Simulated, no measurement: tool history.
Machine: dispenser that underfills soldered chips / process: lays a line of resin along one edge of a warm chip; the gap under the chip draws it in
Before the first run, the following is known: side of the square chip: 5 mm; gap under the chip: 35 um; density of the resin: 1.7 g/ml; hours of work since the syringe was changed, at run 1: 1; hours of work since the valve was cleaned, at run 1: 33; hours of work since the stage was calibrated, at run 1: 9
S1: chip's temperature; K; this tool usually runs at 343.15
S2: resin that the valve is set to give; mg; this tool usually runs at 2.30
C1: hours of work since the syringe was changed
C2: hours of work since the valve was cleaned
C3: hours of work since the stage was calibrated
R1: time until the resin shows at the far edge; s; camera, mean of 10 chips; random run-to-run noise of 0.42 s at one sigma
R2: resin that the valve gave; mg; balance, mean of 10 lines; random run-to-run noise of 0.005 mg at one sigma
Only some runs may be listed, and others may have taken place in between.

run	hour	S1	S2	C1	C2	C3	R1	R2
1	0.0	343.15	2.30	1	33	9	30.3	2.238
2	7.4	343.15	2.30	6	39	15	43.8	2.234
# hour 17.0: new syringe of resin
3	18.0	343.15	2.96	1	46	23	30.9	2.850
# hour 26.6: dispensing valve cleaned and set on the balance
4	33.1	336.15	2.96	11	5	33	78.9	2.945
# hour 35.4: new syringe of resin
5	46.3	336.15	2.96	8	14	42	64.9	2.932
# hour 52.2: new syringe of resin
6	53.6	336.15	2.96	1	20	48	42.0	2.918
7	60.0	343.15	2.30	6	24	52	44.4	2.274
# hour 69.0: new syringe of resin
8	71.3	343.15	2.30	2	32	61	33.6	2.250
9	81.3	343.15	2.61	9	40	68	53.3	2.532
# hour 85.9: new syringe of resin
10	88.5	343.15	2.23	2	45	73	33.6	2.149
11	95.2	343.15	2.23	7	50	78	46.2	2.144
# hour 99.5: dispensing valve cleaned and set on the balance
# hour 104.3: new syringe of resin
12	104.6	351.15	2.31	0	4	84	22.4	2.298
13	114.4	351.15	2.31	7	11	91	36.7	2.292
# hour 121.3: new syringe of resin
14	129.8	346.15	2.89	6	22	102	40.1	2.830
# hour 137.8: new syringe of resin
15	144.3	346.15	2.89	5	32	113	36.9	2.804
16	151.8	337.15	2.89	10	38	118	74.7	2.802
# hour 155.3: new syringe of resin
17	159.7	337.15	2.89	3	44	124	47.0	2.777
# hour 171.9: dispensing valve cleaned and set on the balance
# hour 172.8: new syringe of resin
18	173.7	337.15	2.89	1	1	133	39.8	2.901

What does the tool deliver on the next run?
19	180.6	337.15	2.03	6	6	138	?	?

{"run 19": {"R1": 58.7, "R2": 2.013}}
Had the tool carried no hidden state, the very same run would have given R1 39.4 s, R2 2.024 mg.
